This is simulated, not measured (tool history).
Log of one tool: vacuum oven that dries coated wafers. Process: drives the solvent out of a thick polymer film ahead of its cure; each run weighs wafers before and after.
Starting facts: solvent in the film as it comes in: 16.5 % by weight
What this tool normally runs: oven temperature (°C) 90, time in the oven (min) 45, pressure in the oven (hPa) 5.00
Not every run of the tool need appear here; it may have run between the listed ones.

run	hour	oven temperature (°C)	time in the oven (min)	pressure in the oven (hPa)	solvent left in the film (%)
1	0.0	90	45	5.00	3.00
2	38.7	90	45	5.00	2.96
3	74.1	90	45	14.40	3.49
4	99.9	96	45	5.00	1.72
5	135.9	90	45	3.77	3.03
6	174.5	90	45	3.77	2.99
7	219.6	90	45	3.77	3.06
8	265.4	90	45	5.00	3.11
9	289.0	90	49	5.00	2.77
10	332.1	90	49	5.00	2.85
11	380.3	90	24	5.00	6.18
12	429.2	85	24	5.00	7.61
13	471.6	90	45	5.00	3.21
14	511.4	90	45	4.72	3.21
15	545.7	90	45	4.72	3.17
16	585.3	89	50	18.23	3.62
17	627.3	86	36	3.87	5.45
18	673.4	86	36	3.87	5.46
19	705.3	86	27	7.50	7.03
20	726.8	81	45	10.17	6.39
21	773.0	92	45	5.00	2.84
22	822.9	87	49	19.48	4.40
23	869.9	99	25	3.10	3.43
24	896.3	101	61	13.69	0.91
25	935.5	101	44	9.99	1.35
26	974.8	101	44	9.99	1.17
27	1013.5	90	27	15.97	6.13
28	1047.1	97	57	15.97	1.41
29	1086.5	97	57	15.97	1.60

Below are 5 alternative next runs, each starting from the tool's condition after run 29. Predict each:
A	1137.9	85	78	5.06	?
B	1137.9	78	45	17.38	?
C	1137.9	90	25	4.42	?
D	1137.9	97	57	2.57	?
E	1137.9	104	57	5.61	?

run	solvent left in the film (%)
A	2.62
B	7.81
C	6.24
D	1.09
E	0.45
Had the tool no hidden state, the same runs would have come out as:
run	solvent left in the film (%)
A	1.77
B	6.78
C	5.35
D	0.60
E	0.18
